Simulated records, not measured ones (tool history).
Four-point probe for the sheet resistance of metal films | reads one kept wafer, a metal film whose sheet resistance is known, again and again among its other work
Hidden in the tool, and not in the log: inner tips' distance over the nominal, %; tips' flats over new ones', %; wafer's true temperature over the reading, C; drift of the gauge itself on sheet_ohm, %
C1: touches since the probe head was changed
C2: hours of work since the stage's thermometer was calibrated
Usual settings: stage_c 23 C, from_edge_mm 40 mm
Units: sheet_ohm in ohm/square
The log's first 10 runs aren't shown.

{"run": 11, "hour": 214.0, "stage_c": 32, "from_edge_mm": 40, "C1": 20340, "C2": 369, "sheet_ohm": 0.060674}
{"run": 12, "hour": 231.1, "stage_c": 32, "from_edge_mm": 40, "C1": 20827, "C2": 376, "sheet_ohm": 0.06067}
{"run": 13, "hour": 256.8, "stage_c": 23, "from_edge_mm": 40, "C1": 21560, "C2": 388, "sheet_ohm": 0.061113}
{"run": 14, "hour": 271.3, "stage_c": 23, "from_edge_mm": 40, "C1": 21971, "C2": 394, "sheet_ohm": 0.061129}
{"run": 15, "hour": 292.7, "stage_c": 24, "from_edge_mm": 40, "C1": 22582, "C2": 404, "sheet_ohm": 0.061104}
{"run": 16, "hour": 305.6, "stage_c": 24, "from_edge_mm": 40, "C1": 22950, "C2": 410, "sheet_ohm": 0.061074}
{"run": 17, "hour": 326.9, "stage_c": 24, "from_edge_mm": 40, "C1": 23555, "C2": 419, "sheet_ohm": 0.061066}
{"run": 18, "hour": 342.1, "stage_c": 24, "from_edge_mm": 40, "C1": 23989, "C2": 426, "sheet_ohm": 0.061076}
{"run": 19, "hour": 361.2, "stage_c": 28, "from_edge_mm": 10, "C1": 24532, "C2": 435, "sheet_ohm": 0.061358}
{"run": 20, "hour": 382.8, "stage_c": 28, "from_edge_mm": 10, "C1": 25148, "C2": 444, "sheet_ohm": 0.061362}
{"run": 21, "hour": 397.0, "stage_c": 29, "from_edge_mm": 9, "C1": 25550, "C2": 451, "sheet_ohm": 0.061457}
{"run": 22, "hour": 417.8, "stage_c": 28, "from_edge_mm": 11, "C1": 26144, "C2": 460, "sheet_ohm": 0.061265}
{"run": 23, "hour": 438.1, "stage_c": 28, "from_edge_mm": 11, "C1": 26720, "C2": 469, "sheet_ohm": 0.061295}
{"run": 24, "hour": 459.9, "stage_c": 27, "from_edge_mm": 7, "C1": 27341, "C2": 479, "sheet_ohm": 0.061952}
{"run": 25, "hour": 480.6, "stage_c": 27, "from_edge_mm": 7, "C1": 27931, "C2": 488, "sheet_ohm": 0.061943}
{"run": 26, "hour": 494.6, "stage_c": 30, "from_edge_mm": 59, "C1": 28330, "C2": 494, "sheet_ohm": 0.060769}
{"run": 27, "hour": 519.6, "stage_c": 30, "from_edge_mm": 59, "C1": 29042, "C2": 506, "sheet_ohm": 0.060748}

The next listed run, before its measurement:
{"run": 28, "hour": 537.5, "stage_c": 30, "from_edge_mm": 59, "C1": 29552, "C2": 514, "sheet_ohm": "?"}

Run 28 gave sheet_ohm 0.060742 ohm/square.
Without the tool's hidden state the same run would have given sheet_ohm 0.060744 ohm/square.
